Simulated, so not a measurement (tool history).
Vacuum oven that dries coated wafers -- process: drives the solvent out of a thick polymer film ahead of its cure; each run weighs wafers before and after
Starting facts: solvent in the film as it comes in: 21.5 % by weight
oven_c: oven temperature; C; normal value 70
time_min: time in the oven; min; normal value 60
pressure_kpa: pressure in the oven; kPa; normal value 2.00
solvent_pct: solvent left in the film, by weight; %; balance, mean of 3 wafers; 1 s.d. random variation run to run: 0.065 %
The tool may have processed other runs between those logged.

| run | hour | oven_c | time_min | pressure_kpa | solvent_pct |
|---|---|---|---|---|---|
| 1 | 0.0 | 70 | 60 | 2.00 | 3.62 |
| 2 | 25.9 | 70 | 60 | 2.00 | 3.65 |
| 3 | 74.9 | 70 | 60 | 2.00 | 3.63 |
| 4 | 115.7 | 70 | 60 | 2.00 | 3.58 |
| 5 | 163.1 | 56 | 60 | 2.00 | 10.74 |
| 6 | 189.3 | 56 | 60 | 2.00 | 10.54 |
| 7 | 233.3 | 77 | 60 | 2.00 | 1.36 |
| 8 | 283.1 | 77 | 60 | 2.00 | 1.25 |
| 9 | 311.9 | 77 | 81 | 2.00 | 0.74 |
| 10 | 367.1 | 57 | 60 | 5.95 | 10.69 |
| 11 | 391.9 | 68 | 60 | 2.00 | 3.92 |
| 12 | 442.3 | 57 | 60 | 2.00 | 9.15 |
| 13 | 492.6 | 82 | 78 | 2.00 | 0.45 |
| 14 | 515.6 | 81 | 77 | 1.86 | 0.51 |
| 15 | 553.8 | 80 | 77 | 1.86 | 0.58 |
| 16 | 596.0 | 70 | 60 | 7.55 | 6.08 |

The log once held 2 entries between its listed runs, left out of this copy. Where does each go, and what is different about the tool's unlogged condition between the listed run before it and the listed run after it?
In the gap between runs 7 and 8: oven's thermocouples calibrated (hour 240.2)
  true wafer temperature over the reading, C: 1.79 -> 2.84; true pressure over the reading, kPa: 0.468 -> 0.479
  measured result minus the result with no hidden state, solvent_pct: -0.29 -> -0.49 %
In the gap between runs 15 and 16: oven's thermocouples calibrated, once more (hour 576.5)
  true wafer temperature over the reading, C: 3.1 -> -0.17; true pressure over the reading, kPa: 0.545 -> 0.555
  measured result minus the result with no hidden state, solvent_pct: -0.10 -> +0.25 %
